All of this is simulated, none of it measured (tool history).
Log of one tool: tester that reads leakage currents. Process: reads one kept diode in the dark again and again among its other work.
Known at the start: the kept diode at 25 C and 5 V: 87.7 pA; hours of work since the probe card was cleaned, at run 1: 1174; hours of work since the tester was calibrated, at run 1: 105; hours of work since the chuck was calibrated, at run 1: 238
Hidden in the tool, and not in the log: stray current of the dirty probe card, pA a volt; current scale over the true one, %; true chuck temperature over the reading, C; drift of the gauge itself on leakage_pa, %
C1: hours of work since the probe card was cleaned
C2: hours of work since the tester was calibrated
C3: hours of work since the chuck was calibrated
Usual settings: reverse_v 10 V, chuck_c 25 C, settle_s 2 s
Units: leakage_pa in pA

{"run": 1, "hour": 0.0, "reverse_v": 10, "chuck_c": 25, "settle_s": 2, "C1": 1174, "C2": 105, "C3": 238, "leakage_pa": 130.66}
{"run": 2, "hour": 37.6, "reverse_v": 10, "chuck_c": 25, "settle_s": 0.35, "C1": 1195, "C2": 125, "C3": 258, "leakage_pa": 139.1}
{"run": 3, "hour": 65.7, "reverse_v": 10, "chuck_c": 25, "settle_s": 0.75, "C1": 1210, "C2": 140, "C3": 273, "leakage_pa": 133.87}
{"run": 4, "hour": 87.4, "reverse_v": 10, "chuck_c": 55, "settle_s": 2, "C1": 1221, "C2": 152, "C3": 285, "leakage_pa": 1446.46}
{"hour": 107.2, "done": "probe card cleaned and baked"}
{"run": 5, "hour": 113.8, "reverse_v": 10, "chuck_c": 55, "settle_s": 2, "C1": 4, "C2": 164, "C3": 297, "leakage_pa": 1412.07}
{"run": 6, "hour": 148.4, "reverse_v": 10, "chuck_c": 25, "settle_s": 2, "C1": 22, "C2": 183, "C3": 316, "leakage_pa": 101.23}
{"run": 7, "hour": 192.6, "reverse_v": 10, "chuck_c": 25, "settle_s": 0.38, "C1": 46, "C2": 206, "C3": 340, "leakage_pa": 108.22}
{"hour": 197.8, "done": "tester calibrated"}
{"run": 8, "hour": 223.3, "reverse_v": 9.8, "chuck_c": 39, "settle_s": 2, "C1": 61, "C2": 14, "C3": 355, "leakage_pa": 362.92}
{"run": 9, "hour": 261.3, "reverse_v": 4.6, "chuck_c": 39, "settle_s": 5.51, "C1": 82, "C2": 34, "C3": 375, "leakage_pa": 282.35}
{"hour": 280.5, "done": "tester calibrated, once more"}
{"run": 10, "hour": 308.5, "reverse_v": 4.6, "chuck_c": 39, "settle_s": 5.51, "C1": 106, "C2": 15, "C3": 399, "leakage_pa": 280.02}
{"run": 11, "hour": 346.1, "reverse_v": 4.8, "chuck_c": 36, "settle_s": 1.09, "C1": 126, "C2": 35, "C3": 420, "leakage_pa": 217.91}
{"run": 12, "hour": 369.3, "reverse_v": 4.8, "chuck_c": 36, "settle_s": 1.09, "C1": 138, "C2": 48, "C3": 432, "leakage_pa": 217.81}
{"run": 13, "hour": 392.0, "reverse_v": 4.8, "chuck_c": 36, "settle_s": 1.09, "C1": 150, "C2": 60, "C3": 444, "leakage_pa": 215.78}
{"run": 14, "hour": 417.3, "reverse_v": 4.8, "chuck_c": 36, "settle_s": 1.09, "C1": 164, "C2": 73, "C3": 458, "leakage_pa": 216.25}

Forecast each of these 3 alternatives for the next run:
{"run": "A", "hour": 441.8, "reverse_v": 4.8, "chuck_c": 24, "settle_s": 6.37, "C1": 177, "C2": 86, "C3": 471, "leakage_pa": "?"}
{"run": "B", "hour": 441.8, "reverse_v": 4.8, "chuck_c": 42, "settle_s": 1.09, "C1": 177, "C2": 86, "C3": 471, "leakage_pa": "?"}
{"run": "C", "hour": 441.8, "reverse_v": 1.5, "chuck_c": 25, "settle_s": 1.09, "C1": 177, "C2": 86, "C3": 471, "leakage_pa": "?"}

run=A leakage_pa=70.91
run=B leakage_pa=365.26
run=C leakage_pa=53.16
Without the tool's hidden state the same runs would have given:
run=A leakage_pa=79.24
run=B leakage_pa=411.6
run=C leakage_pa=60.36

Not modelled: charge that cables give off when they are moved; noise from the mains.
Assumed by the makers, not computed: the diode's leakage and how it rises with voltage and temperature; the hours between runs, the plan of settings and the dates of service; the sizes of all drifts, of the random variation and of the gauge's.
